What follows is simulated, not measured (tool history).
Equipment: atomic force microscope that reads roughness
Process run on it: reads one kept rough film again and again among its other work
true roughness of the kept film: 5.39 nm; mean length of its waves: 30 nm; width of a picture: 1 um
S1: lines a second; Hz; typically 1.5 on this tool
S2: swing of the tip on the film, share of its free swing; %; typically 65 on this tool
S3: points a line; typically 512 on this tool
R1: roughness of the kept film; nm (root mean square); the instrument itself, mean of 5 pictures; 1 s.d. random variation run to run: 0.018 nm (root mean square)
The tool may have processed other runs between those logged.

run	hour	S1	S2	S3	R1
1	0	1.5	65	512	4.015
# hour 35: new tip fitted
2	67.2	0.68	65	512	3.646
# hour 92.6: new tip fitted
3	116.1	0.68	65	512	3.841
# hour 148.5: new tip fitted
4	148.5	0.68	65	512	4.607
# hour 206.4: new tip fitted
5	206.4	1.5	65	512	4.522
# hour 264.2: new tip fitted
6	265.3	1.5	65	512	4.513
# hour 296.7: height scale calibrated on a step standard
# hour 321.8: new tip fitted
7	331.9	1.5	65	512	4.191
8	368.9	1.5	90	512	3.057
# hour 381.8: new tip fitted
# hour 439.2: new tip fitted
9	440.9	1.5	90	512	4.149
10	473.7	1.5	90	512	3.39
# hour 486: height scale calibrated on a step standard, once more
# hour 497.1: new tip fitted
11	523.5	1.5	61	512	3.711
# hour 557: new tip fitted
12	581.4	1.5	65	512	3.701
# hour 613.2: new tip fitted
13	635.5	1.5	65	512	3.822
# hour 669.7: new tip fitted
14	696.7	1.5	65	512	3.726
# hour 728.9: new tip fitted
15	748.5	1.5	65	512	3.747
# hour 786.5: new tip fitted
16	813.4	0.51	65	512	3.904
# hour 844.1: new tip fitted
17	858.9	0.51	65	512	4.011
18	897	1.5	65	531	3.126
# hour 900.6: new tip fitted
# hour 959.4: new tip fitted
19	961.6	1.5	65	521	4.414
# hour 1019.5: new tip fitted
20	1028.6	0.65	65	998	4.196
# hour 1075.8: new tip fitted
21	1085.6	0.65	65	998	4.225
# hour 1132.5: new tip fitted
22	1150.8	0.85	65	755	4.003
# hour 1191.8: new tip fitted
23	1203.6	0.85	65	755	4.231
24	1232.6	1.41	79	595	3.354
# hour 1253.6: new tip fitted
25	1300.8	1.56	74	578	3.284
# hour 1312: new tip fitted
26	1338.4	2.25	71	910	3.562
# hour 1369.1: new tip fitted
27	1408.4	1.95	58	417	3.36
# hour 1425.6: new tip fitted
28	1450.7	1.5	65	406	3.721
# hour 1481.7: new tip fitted
29	1481.7	3.57	71	736	4.227
30	1511.3	1.28	79	512	3.568
# hour 1539.8: new tip fitted
31	1580.6	1.5	68	296	3.408
# hour 1599.3: new tip fitted
32	1628.7	1.5	62	512	3.631
# hour 1659: new tip fitted
33	1697.2	0.89	72	381	3.353
# hour 1721: new tip fitted
34	1736.2	0.89	72	381	4.007
# hour 1782.2: new tip fitted
35	1796.8	0.89	72	381	3.982
# hour 1840: new tip fitted
36	1858.5	1.5	65	344	3.897
# hour 1898.1: new tip fitted
37	1924.7	1.5	65	344	3.771

Alternative continuations, all from the tool just after run 37; predict every row:
# hour 1954.8: new tip fitted
A	1996.8	3.17	73	759	?
# hour 1954.8: new tip fitted
B	1996.8	1.5	85	601	?
# hour 1954.8: new tip fitted
C	1996.8	1.5	65	344	?
# hour 1954.8: new tip fitted
D	1996.8	1.5	65	799	?
# hour 1954.8: new tip fitted
E	1996.8	0.88	60	727	?

run	R1
A	3.15
B	3.236
C	3.374
D	3.413
E	3.474
Without the tool's unlogged condition, the same runs would have read:
run	R1
A	4.138
B	4.253
C	4.435
D	4.483
E	4.563
